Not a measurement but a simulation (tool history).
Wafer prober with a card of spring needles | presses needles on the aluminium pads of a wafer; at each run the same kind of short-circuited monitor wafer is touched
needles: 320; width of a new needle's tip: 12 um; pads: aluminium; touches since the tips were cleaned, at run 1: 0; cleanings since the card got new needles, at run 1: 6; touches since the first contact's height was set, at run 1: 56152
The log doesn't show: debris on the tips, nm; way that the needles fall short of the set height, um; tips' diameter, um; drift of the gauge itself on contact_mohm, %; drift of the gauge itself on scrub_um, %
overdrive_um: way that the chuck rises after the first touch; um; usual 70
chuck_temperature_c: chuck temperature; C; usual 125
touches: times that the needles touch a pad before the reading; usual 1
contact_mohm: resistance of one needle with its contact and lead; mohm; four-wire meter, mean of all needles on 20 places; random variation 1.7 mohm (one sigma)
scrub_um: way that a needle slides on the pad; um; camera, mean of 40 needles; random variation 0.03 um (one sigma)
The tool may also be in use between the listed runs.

| run | hour | overdrive_um | chuck_temperature_c | touches | touches since the tips were cleaned | cleanings since the card got new needles | touches since the first contact's height was set | contact_mohm | scrub_um |
|---|---|---|---|---|---|---|---|---|---|
| 1 | 0 | 70 | 125 | 1 | 0 | 6 | 56152 | 175 | 11.82 |
| 2 | 8.1 | 70 | 125 | 1 | 1271 | 6 | 57423 | 184 | 11.8 |
| 3 | 18.9 | 70 | 125 | 1 | 2974 | 6 | 59126 | 192 | 11.85 |
| 4 | 33.2 | 70 | 125 | 1 | 5223 | 6 | 61375 | 203 | 11.79 |
| 5 | 46.3 | 70 | 125 | 1 | 7293 | 6 | 63445 | 207 | 11.79 |
|  | 53.3 | tips cleaned on abrasive film |
| 6 | 55.9 | 70 | 26 | 1 | 413 | 7 | 64936 | 162 | 11.78 |
| 7 | 65.2 | 70 | 26 | 1 | 1878 | 7 | 66401 | 174 | 11.83 |
| 8 | 78.8 | 70 | 125 | 3 | 4026 | 7 | 68549 | 181 | 11.8 |
| 9 | 89.2 | 70 | 125 | 3 | 5652 | 7 | 70175 | 182 | 11.79 |
|  | 106.6 | tips cleaned on abrasive film |
| 10 | 106.9 | 70 | 125 | 3 | 46 | 8 | 72948 | 170 | 11.76 |
| 11 | 122 | 62 | 125 | 3 | 2431 | 8 | 75333 | 181 | 10.38 |
| 12 | 135.3 | 62 | 125 | 3 | 4522 | 8 | 77424 | 184 | 10.46 |
| 13 | 142.9 | 70 | 125 | 1 | 5726 | 8 | 78628 | 203 | 11.74 |
|  | 159.6 | tips cleaned on abrasive film |
| 14 | 159.6 | 70 | 57 | 1 | 0 | 9 | 81228 | 165 | 11.83 |
| 15 | 167.5 | 70 | 57 | 1 | 1258 | 9 | 82486 | 173 | 11.71 |
| 16 | 175.1 | 70 | 57 | 1 | 2443 | 9 | 83671 | 182 | 11.75 |
| 17 | 191.6 | 76 | 125 | 1 | 5046 | 9 | 86274 | 200 | 12.71 |
| 18 | 201.5 | 76 | 125 | 1 | 6599 | 9 | 87827 | 200 | 12.72 |
|  | 213.1 | tips cleaned on abrasive film |
| 19 | 219.8 | 76 | 125 | 1 | 1059 | 10 | 90706 | 181 | 12.74 |
| 20 | 231.9 | 52 | 28 | 1 | 2963 | 10 | 92610 | 197 | 8.66 |
| 21 | 243.7 | 52 | 28 | 1 | 4820 | 10 | 94467 | 211 | 8.65 |
| 22 | 257.9 | 59 | 90 | 1 | 7053 | 10 | 96700 | 212 | 9.82 |
|  | 266.2 | tips cleaned on abrasive film |
| 23 | 267.8 | 59 | 112 | 3 | 250 | 11 | 98236 | 175 | 9.84 |
| 24 | 277 | 76 | 112 | 1 | 1696 | 11 | 99682 | 183 | 12.77 |
| 25 | 289.6 | 76 | 112 | 1 | 3681 | 11 | 101667 | 190 | 12.74 |
| 26 | 301.6 | 70 | 125 | 2 | 5579 | 11 | 103565 | 189 | 11.68 |
|  | 303.1 | height of the first contact set anew |
| 27 | 315.6 | 74 | 118 | 2 | 7732 | 11 | 1967 | 192 | 12.26 |
|  | 319.5 | tips cleaned on abrasive film |
| 28 | 331.3 | 74 | 118 | 2 | 1855 | 12 | 4430 | 177 | 12.18 |
| 29 | 346 | 70 | 31 | 3 | 4162 | 12 | 6737 | 168 | 11.49 |
| 30 | 357.3 | 56 | 125 | 3 | 5940 | 12 | 8515 | 193 | 9.1 |
| 31 | 365 | 56 | 56 | 2 | 7159 | 12 | 9734 | 199 | 9.15 |
|  | 372.4 | height of the first contact set anew, once more |
|  | 372.5 | tips cleaned on abrasive film |
| 32 | 379.9 | 56 | 56 | 1 | 1155 | 13 | 1155 | 180 | 9.54 |
| 33 | 392.4 | 65 | 35 | 1 | 3127 | 13 | 3127 | 185 | 11.08 |
| 34 | 406.9 | 65 | 35 | 1 | 5404 | 13 | 5404 | 196 | 10.99 |
| 35 | 423.4 | 70 | 71 | 2 | 8008 | 13 | 8008 | 182 | 11.88 |
|  | 426.1 | tips cleaned on abrasive film |
| 36 | 431 | 77 | 78 | 1 | 776 | 14 | 9194 | 168 | 13.07 |

Measured less the same run without the tool's hidden state. The same run-to-run variation is in both; the gauge's scatter may not be:
| run | contact_mohm | scrub_um |
|---|---|---|
| 1 | +4 | -0.12 |
| 2 | +13 | -0.11 |
| 3 | +20 | -0.11 |
| 4 | +29 | -0.11 |
| 5 | +33 | -0.12 |
| 6 | +8 | -0.13 |
| 7 | +19 | -0.13 |
| 8 | +9 | -0.13 |
| 9 | +11 | -0.13 |
| 10 | +1 | -0.16 |
| 11 | +8 | -0.15 |
| 12 | +12 | -0.15 |
| 13 | +30 | -0.16 |
| 14 | +5 | -0.17 |
| 15 | +15 | -0.18 |
| 16 | +22 | -0.18 |
| 17 | +26 | -0.17 |
| 18 | +29 | -0.17 |
| 19 | +10 | -0.2 |
| 20 | +40 | -0.2 |
| 21 | +53 | -0.2 |
| 22 | +46 | -0.2 |
| 23 | +3 | -0.21 |
| 24 | +15 | -0.21 |
| 25 | +23 | -0.21 |
| 26 | +19 | -0.21 |
| 27 | +20 | -0.35 |
| 28 | +9 | -0.38 |
| 29 | +12 | -0.38 |
| 30 | +18 | -0.38 |
| 31 | +35 | -0.38 |
| 32 | +18 | -0.02 |
| 33 | +29 | -0.01 |
| 34 | +39 | -0.02 |
| 35 | +23 | -0.02 |
| 36 | +8 | -0.04 |

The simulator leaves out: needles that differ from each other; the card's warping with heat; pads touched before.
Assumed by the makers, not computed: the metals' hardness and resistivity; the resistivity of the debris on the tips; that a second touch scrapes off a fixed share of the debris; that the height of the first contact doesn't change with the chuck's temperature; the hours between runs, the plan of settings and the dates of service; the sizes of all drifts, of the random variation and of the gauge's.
